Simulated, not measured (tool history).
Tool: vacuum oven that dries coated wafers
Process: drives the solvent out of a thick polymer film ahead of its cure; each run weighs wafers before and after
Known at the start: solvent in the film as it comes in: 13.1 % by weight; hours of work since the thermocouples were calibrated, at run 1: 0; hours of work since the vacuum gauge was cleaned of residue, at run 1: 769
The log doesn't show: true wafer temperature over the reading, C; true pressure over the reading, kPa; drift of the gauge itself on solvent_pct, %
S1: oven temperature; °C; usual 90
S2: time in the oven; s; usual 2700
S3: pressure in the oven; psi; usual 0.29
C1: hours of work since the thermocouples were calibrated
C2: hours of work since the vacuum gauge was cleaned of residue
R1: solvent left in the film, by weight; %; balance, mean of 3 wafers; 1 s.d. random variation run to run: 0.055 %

run 1 hour=0 | S1=90 S2=2700 S3=0.29 | C1=0 C2=769 | R1=2.59
run 2 hour=22.3 | S1=97 S2=2700 S3=0.29 | C1=15 C2=785 | R1=1.77
run 3 hour=56.6 | S1=97 S2=2700 S3=0.29 | C1=39 C2=808 | R1=1.81
run 4 hour=86.9 | S1=90 S2=2700 S3=0.29 | C1=60 C2=829 | R1=2.65
run 5 hour=119.6 | S1=90 S2=2700 S3=0.29 | C1=82 C2=852 | R1=2.75
run 6 hour=135.6 | S1=90 S2=2580 S3=0.29 | C1=93 C2=863 | R1=2.76
run 7 hour=160.6 | S1=90 S2=2700 S3=0.29 | C1=111 C2=880 | R1=2.55
run 8 hour=195.9 | S1=90 S2=2700 S3=0.29 | C1=135 C2=904 | R1=2.63
run 9 hour=232.5 | S1=102 S2=2700 S3=0.29 | C1=160 C2=930 | R1=1.43
run 10 hour=256.7 | S1=102 S2=2700 S3=0.29 | C1=177 C2=946 | R1=1.46
run 11 hour=293.5 | S1=90 S2=1740 S3=0.197 | C1=202 C2=972 | R1=2.98
run 12 hour=316 | S1=100 S2=2880 S3=0.197 | C1=218 C2=987 | R1=1.17
run 13 hour=340.7 | S1=94 S2=2700 S3=0.477 | C1=235 C2=1004 | R1=3.19
run 14 hour=371.6 | S1=94 S2=2700 S3=0.477 | C1=256 C2=1026 | R1=3.17
run 15 hour=402.7 | S1=94 S2=3600 S3=0.328 | C1=278 C2=1047 | R1=2.21
run 16 hour=424.4 | S1=94 S2=3900 S3=0.242 | C1=293 C2=1062 | R1=1.88
run 17 hour=442.8 | S1=90 S2=2700 S3=0.154 | C1=305 C2=1075 | R1=1.94
run 18 hour=460.4 | S1=90 S2=2700 S3=0.154 | C1=317 C2=1087 | R1=2.04
run 19 hour=483.4 | S1=90 S2=2700 S3=0.154 | C1=333 C2=1103 | R1=2.12

Alternative continuations, all from the tool just after run 19; predict every row:
run A hour=501.5 | S1=90 S2=2700 S3=0.319 | C1=346 C2=1115 | R1=?
run B hour=501.5 | S1=80 S2=2700 S3=0.29 | C1=346 C2=1115 | R1=?
run C hour=501.5 | S1=90 S2=2700 S3=1.127 | C1=346 C2=1115 | R1=?

run=A R1=3.02
run=B R1=5.1
run=C R1=7.82
Without the tool's hidden state the same runs would have given:
run=A R1=2.41
run=B R1=4.29
run=C R1=7.1
